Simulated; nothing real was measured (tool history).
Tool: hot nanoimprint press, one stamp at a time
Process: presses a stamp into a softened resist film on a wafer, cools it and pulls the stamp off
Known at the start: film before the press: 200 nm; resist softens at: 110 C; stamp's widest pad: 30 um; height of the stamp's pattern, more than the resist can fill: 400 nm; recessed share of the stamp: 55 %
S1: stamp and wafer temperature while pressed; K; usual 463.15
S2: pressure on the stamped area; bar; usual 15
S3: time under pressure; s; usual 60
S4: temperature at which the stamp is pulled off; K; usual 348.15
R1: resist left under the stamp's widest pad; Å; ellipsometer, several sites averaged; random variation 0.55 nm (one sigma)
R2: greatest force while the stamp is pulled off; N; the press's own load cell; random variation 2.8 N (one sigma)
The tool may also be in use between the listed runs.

run	hour	S1	S2	S3	S4	R1	R2
1	0	463.15	15	60	348.15	830	131
2	55.6	468.15	15	60	348.15	689	135
3	107.1	468.15	15	60	348.15	685	121
4	198.7	463.15	15	60	348.15	841	130
5	244.2	463.15	15	60	348.15	832	129
6	333.6	463.15	15	60	348.15	831	133
# hour 362.5: stamp cleaned and given a new release coat
7	437.3	458.15	15.5	60	348.15	994	128
8	531.2	458.15	15.5	60	348.15	989	127

Run 9 comes next. What will it give?
# hour 595.6: plate thermocouple calibrated
9	603.4	463.15	15	76	348.15	?	?

{"run 9": {"R1": 755, "R2": 128}}
Without the tool's hidden state the same run would have given R1 755 Å, R2 128 N.

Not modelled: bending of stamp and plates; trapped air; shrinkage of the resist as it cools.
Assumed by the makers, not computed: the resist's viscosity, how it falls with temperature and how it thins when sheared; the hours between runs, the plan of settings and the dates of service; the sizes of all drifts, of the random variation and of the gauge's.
